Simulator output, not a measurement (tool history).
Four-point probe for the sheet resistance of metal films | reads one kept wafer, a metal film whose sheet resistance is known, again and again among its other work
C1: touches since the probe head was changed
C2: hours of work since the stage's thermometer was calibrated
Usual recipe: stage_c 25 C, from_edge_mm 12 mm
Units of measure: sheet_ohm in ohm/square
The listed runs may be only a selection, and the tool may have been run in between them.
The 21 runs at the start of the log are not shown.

run 22 hour=793.3 | stage_c=23 from_edge_mm=17 | C1=51621 C2=1009 | sheet_ohm=0.145330
-- hour=798.7 stage's thermometer calibrated
run 23 hour=834.0 | stage_c=23 from_edge_mm=17 | C1=53238 C2=19 | sheet_ohm=0.145406
run 24 hour=862.3 | stage_c=18 from_edge_mm=9 | C1=54375 C2=33 | sheet_ohm=0.146065
run 25 hour=896.4 | stage_c=18 from_edge_mm=9 | C1=55744 C2=51 | sheet_ohm=0.146061
run 26 hour=947.3 | stage_c=18 from_edge_mm=9 | C1=57789 C2=78 | sheet_ohm=0.146040
run 27 hour=988.4 | stage_c=18 from_edge_mm=9 | C1=59437 C2=99 | sheet_ohm=0.146046
run 28 hour=1039.9 | stage_c=18 from_edge_mm=9 | C1=61507 C2=126 | sheet_ohm=0.146034
run 29 hour=1072.6 | stage_c=30 from_edge_mm=7 | C1=62822 C2=144 | sheet_ohm=0.146830
run 30 hour=1102.1 | stage_c=27 from_edge_mm=10 | C1=64007 C2=159 | sheet_ohm=0.145949
-- hour=1108.5 stage's thermometer calibrated, once more
run 31 hour=1137.6 | stage_c=34 from_edge_mm=6 | C1=65414 C2=15 | sheet_ohm=0.147226
run 32 hour=1189.2 | stage_c=21 from_edge_mm=3 | C1=67485 C2=42 | sheet_ohm=0.153178
run 33 hour=1226.0 | stage_c=19 from_edge_mm=35 | C1=68963 C2=62 | sheet_ohm=0.144993
run 34 hour=1277.2 | stage_c=35 from_edge_mm=12 | C1=71022 C2=88 | sheet_ohm=0.145721
run 35 hour=1328.1 | stage_c=25 from_edge_mm=11 | C1=73064 C2=115 | sheet_ohm=0.145660

Forecast each of these 5 alternatives for the next run:
run A hour=1365.0 | stage_c=28 from_edge_mm=15 | C1=74546 C2=135 | sheet_ohm=?
run B hour=1365.0 | stage_c=33 from_edge_mm=12 | C1=74546 C2=135 | sheet_ohm=?
run C hour=1365.0 | stage_c=25 from_edge_mm=3 | C1=74546 C2=135 | sheet_ohm=?
run D hour=1365.0 | stage_c=30 from_edge_mm=11 | C1=74546 C2=135 | sheet_ohm=?
run E hour=1365.0 | stage_c=20 from_edge_mm=7 | C1=74546 C2=135 | sheet_ohm=?

run=A sheet_ohm=0.145474
run=B sheet_ohm=0.145675
run=C sheet_ohm=0.153191
run=D sheet_ohm=0.145770
run=E sheet_ohm=0.146583
Stripped of hidden state, with their random variation kept, the same runs would have yielded:
run=A sheet_ohm=0.145246
run=B sheet_ohm=0.145447
run=C sheet_ohm=0.152951
run=D sheet_ohm=0.145542
run=E sheet_ohm=0.146353
